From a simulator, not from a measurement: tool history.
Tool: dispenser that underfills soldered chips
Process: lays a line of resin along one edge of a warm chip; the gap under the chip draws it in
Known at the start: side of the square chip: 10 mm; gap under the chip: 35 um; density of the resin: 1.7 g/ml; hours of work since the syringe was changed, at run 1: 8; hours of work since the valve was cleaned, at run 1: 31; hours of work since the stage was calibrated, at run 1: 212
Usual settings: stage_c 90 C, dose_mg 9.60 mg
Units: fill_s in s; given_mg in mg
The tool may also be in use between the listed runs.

run   hour  stage_c  dose_mg  hours of work since the syringe was changed  hours of work since the valve was cleaned  hours of work since the stage was calibrated  fill_s  given_mg
  1    0.0       90     9.60                                            8                                         31                                           212   136.1      9.41
       7.5  -- new syringe of resin
  2   12.1       90     9.60                                            3                                         39                                           220   102.7      9.38
      26.2  -- dispensing valve cleaned and set on the balance
      27.0  -- new syringe of resin
  3   27.0       90     9.60                                            0                                          0                                           229    82.5      9.64
  4   34.4       90     9.60                                            5                                          5                                           234   113.5      9.61
  5   40.1       90     9.60                                            9                                          9                                           237   147.1      9.63
      45.8  -- new syringe of resin
  6   47.3       90     9.60                                            1                                         13                                           242    90.6      9.55
  7   60.9       90     9.60                                           10                                         22                                           251   159.2      9.53
      64.7  -- new syringe of resin
  8   73.5       90     9.60                                            6                                         30                                           259   121.4      9.52
  9   79.2       90     9.60                                            9                                         34                                           262   156.4      9.48
      83.7  -- new syringe of resin
 10   93.7       90     9.60                                            6                                         43                                           272   128.7      9.42
 11   99.6       90    11.77                                           10                                         47                                           275   165.9     11.54
     101.4  -- dispensing valve cleaned and set on the balance
     104.0  -- new syringe of resin
 12  111.0       90    11.77                                            5                                          6                                           282   113.0     11.70
 13  120.9       90    11.77                                           11                                         12                                           288   169.8     11.67
     123.1  -- new syringe of resin
 14  127.2       90    11.77                                            3                                         16                                           292   100.3     11.66
 15  135.6       90     8.37                                            8                                         22                                           298   152.1      8.19
     142.3  -- new syringe of resin
 16  145.8       90     9.60                                            2                                         28                                           304   101.5      9.45
     149.1  -- stage's temperature calibrated
 17  160.7       90     9.60                                           11                                         37                                             7   162.9      9.38
     162.2  -- new syringe of resin
 18  172.0       90    11.02                                            6                                         44                                            15   120.8     10.61
     177.9  -- dispensing valve cleaned and set on the balance
     181.9  -- new syringe of resin
 19  182.6       90    11.02                                            0                                          3                                            21    81.3     11.07
 20  190.1       90    11.02                                            5                                          8                                            26   111.2     11.02
     201.2  -- new syringe of resin
 21  201.9       90    11.02                                            0                                         15                                            33    81.2     10.94
 22  209.6       90    11.02                                            5                                         20                                            38   113.2     10.89
 23  219.0       90    11.02                                           12                                         26                                            44   167.4     10.91
     220.4  -- new syringe of resin
 24  231.0       82     8.21                                            7                                         34                                            52   185.4      8.09
     239.1  -- new syringe of resin
 25  239.9       82    11.31                                            1                                         39                                            57   117.4     11.11
 26  247.4       86     8.45                                            5                                         44                                            62   141.4      8.23
     253.8  -- dispensing valve cleaned and set on the balance
 27  256.2       92    10.41                                           10                                          2                                            67   146.3     10.38
     259.0  -- new syringe of resin
 28  265.4       92    10.41                                            4                                          7                                            73    98.3     10.35
 29  271.5       94     9.64                                            8                                         11                                            77   115.2      9.55
     278.2  -- new syringe of resin
 30  281.1       96     8.42                                            2                                         17                                            83    71.9      8.35
 31  292.1       96     8.42                                            9                                         24                                            90   114.6      8.29
     297.2  -- new syringe of resin
 32  301.7       90    11.26                                            3                                         31                                            96    97.3     11.07
 33  315.4       82     9.38                                           12                                         39                                           105   250.4      9.27
     316.7  -- new syringe of resin
     329.8  -- dispensing valve cleaned and set on the balance
 34  330.7       84     9.30                                            8                                          1                                           114   186.3      9.25
     336.8  -- new syringe of resin
 35  345.1       90     9.54                                            5                                         10                                           123   115.4      9.44
 36  351.6       91     9.01                                           10                                         14                                           128   148.2      8.97

Hidden state at the last listed run before each entry between runs and at the first one after, where it differs:
Between runs 1 and 2: new syringe of resin (hour 7.5)
  resin's viscosity, % of fresh resin's: 162.2 -> 121.3; dose that the valve gives, % of what is set: 97.84 -> 97.33; true chip temperature over the reading, C: -1.55 -> -1.6
  measured less the result without the state, fill_s: +57.9 -> +24.1 s; given_mg: -0.21 -> -0.25 mg
Between runs 2 and 3: dispensing valve cleaned and set on the balance (hour 26.2); new syringe of resin (hour 27.0)
  resin's viscosity, % of fresh resin's: 121.3 -> 98.7; dose that the valve gives, % of what is set: 97.33 -> 100.53; true chip temperature over the reading, C: -1.6 -> -1.67
  measured less the result without the state, fill_s: +24.1 -> +4.8 s; given_mg: -0.25 -> +0.06 mg
Between runs 5 and 6: new syringe of resin (hour 45.8)
  resin's viscosity, % of fresh resin's: 171.2 -> 106.9; dose that the valve gives, % of what is set: 99.99 -> 99.69; true chip temperature over the reading, C: -1.74 -> -1.77
  measured less the result without the state, fill_s: +67.4 -> +12.1 s; given_mg: +0.00 -> -0.03 mg
Between runs 7 and 8: new syringe of resin (hour 64.7)
  resin's viscosity, % of fresh resin's: 189.2 -> 143.1; dose that the valve gives, % of what is set: 99.05 -> 98.54; true chip temperature over the reading, C: -1.84 -> -1.9
  measured less the result without the state, fill_s: +81.8 -> +43.5 s; given_mg: -0.09 -> -0.14 mg
Between runs 9 and 10: new syringe of resin (hour 83.7)
  resin's viscosity, % of fresh resin's: 182.3 -> 150.6; dose that the valve gives, % of what is set: 98.3 -> 97.7; true chip temperature over the reading, C: -1.93 -> -1.99
  measured less the result without the state, fill_s: +77.6 -> +50.6 s; given_mg: -0.17 -> -0.22 mg
Between runs 11 and 12: dispensing valve cleaned and set on the balance (hour 101.4); new syringe of resin (hour 104.0)
  resin's viscosity, % of fresh resin's: 193 -> 133.8; dose that the valve gives, % of what is set: 97.46 -> 99.43; true chip temperature over the reading, C: -2.03 -> -2.07
  measured less the result without the state, fill_s: +87.3 -> +36.0 s; given_mg: -0.30 -> -0.06 mg
Between runs 13 and 14: new syringe of resin (hour 123.1)
  resin's viscosity, % of fresh resin's: 202.7 -> 118; dose that the valve gives, % of what is set: 98.97 -> 98.71; true chip temperature over the reading, C: -2.12 -> -2.15
  measured less the result without the state, fill_s: +93.6 -> +23.0 s; given_mg: -0.12 -> -0.16 mg
Between runs 15 and 16: new syringe of resin (hour 142.3)
  resin's viscosity, % of fresh resin's: 167.5 -> 116.8; dose that the valve gives, % of what is set: 98.33 -> 97.89; true chip temperature over the reading, C: -2.19 -> -2.24
  measured less the result without the state, fill_s: +69.8 -> +23.0 s; given_mg: -0.14 -> -0.20 mg
Between runs 16 and 17: stage's temperature calibrated (hour 149.1)
  resin's viscosity, % of fresh resin's: 116.8 -> 209.4; dose that the valve gives, % of what is set: 97.89 -> 97.36; true chip temperature over the reading, C: -2.24 -> -0.16
  measured less the result without the state, fill_s: +23.0 -> +85.9 s; given_mg: -0.20 -> -0.25 mg
Between runs 17 and 18: new syringe of resin (hour 162.2)
  resin's viscosity, % of fresh resin's: 209.4 -> 153.2; dose that the valve gives, % of what is set: 97.36 -> 96.86; true chip temperature over the reading, C: -0.16 -> -0.21
  measured less the result without the state, fill_s: +85.9 -> +42.6 s; given_mg: -0.25 -> -0.34 mg
Between runs 18 and 19: dispensing valve cleaned and set on the balance (hour 177.9); new syringe of resin (hour 181.9)
  resin's viscosity, % of fresh resin's: 153.2 -> 102; dose that the valve gives, % of what is set: 96.86 -> 100.18; true chip temperature over the reading, C: -0.21 -> -0.26
  measured less the result without the state, fill_s: +42.6 -> +2.4 s; given_mg: -0.34 -> +0.02 mg
Between runs 20 and 21: new syringe of resin (hour 201.2)
  resin's viscosity, % of fresh resin's: 139.7 -> 102.9; dose that the valve gives, % of what is set: 99.81 -> 99.32; true chip temperature over the reading, C: -0.3 -> -0.36
  measured less the result without the state, fill_s: +32.7 -> +3.5 s; given_mg: -0.02 -> -0.07 mg
Between runs 23 and 24: new syringe of resin (hour 220.4)
  resin's viscosity, % of fresh resin's: 211.1 -> 157.1; dose that the valve gives, % of what is set: 98.55 -> 98.04; true chip temperature over the reading, C: -0.44 -> -0.5
  measured less the result without the state, fill_s: +89.7 -> +70.7 s; given_mg: -0.16 -> -0.16 mg
Between runs 24 and 25: new syringe of resin (hour 239.1)
  resin's viscosity, % of fresh resin's: 157.1 -> 103.2; dose that the valve gives, % of what is set: 98.04 -> 97.7; true chip temperature over the reading, C: -0.5 -> -0.53
  measured less the result without the state, fill_s: +70.7 -> +6.4 s; given_mg: -0.16 -> -0.26 mg
Between runs 26 and 27: dispensing valve cleaned and set on the balance (hour 253.8)
  resin's viscosity, % of fresh resin's: 141.9 -> 196.6; dose that the valve gives, % of what is set: 97.38 -> 100.28; true chip temperature over the reading, C: -0.57 -> -0.61
  measured less the result without the state, fill_s: +44.9 -> +73.8 s; given_mg: -0.22 -> +0.02 mg
Between runs 27 and 28: new syringe of resin (hour 259.0)
  resin's viscosity, % of fresh resin's: 196.6 -> 131.8; dose that the valve gives, % of what is set: 100.28 -> 99.89; true chip temperature over the reading, C: -0.61 -> -0.65
  measured less the result without the state, fill_s: +73.8 -> +25.7 s; given_mg: +0.02 -> -0.01 mg
Between runs 29 and 30: new syringe of resin (hour 278.2)
  resin's viscosity, % of fresh resin's: 169.7 -> 113.2; dose that the valve gives, % of what is set: 99.62 -> 99.21; true chip temperature over the reading, C: -0.68 -> -0.73
  measured less the result without the state, fill_s: +49.4 -> +10.5 s; given_mg: -0.04 -> -0.06 mg
Between runs 31 and 32: new syringe of resin (hour 297.2)
  resin's viscosity, % of fresh resin's: 179.5 -> 119.9; dose that the valve gives, % of what is set: 98.73 -> 98.31; true chip temperature over the reading, C: -0.79 -> -0.83
  measured less the result without the state, fill_s: +53.0 -> +19.0 s; given_mg: -0.10 -> -0.19 mg
Between runs 33 and 34: new syringe of resin (hour 316.7); dispensing valve cleaned and set on the balance (hour 329.8)
  resin's viscosity, % of fresh resin's: 213.1 -> 172.6; dose that the valve gives, % of what is set: 97.72 -> 100.06; true chip temperature over the reading, C: -0.89 -> -0.96
  measured less the result without the state, fill_s: +137.9 -> +83.1 s; given_mg: -0.22 -> +0.01 mg
Between runs 34 and 35: new syringe of resin (hour 336.8)
  resin's viscosity, % of fresh resin's: 172.6 -> 140.7; dose that the valve gives, % of what is set: 100.06 -> 99.48; true chip temperature over the reading, C: -0.96 -> -1.03
  measured less the result without the state, fill_s: +83.1 -> +37.1 s; given_mg: +0.01 -> -0.05 mg
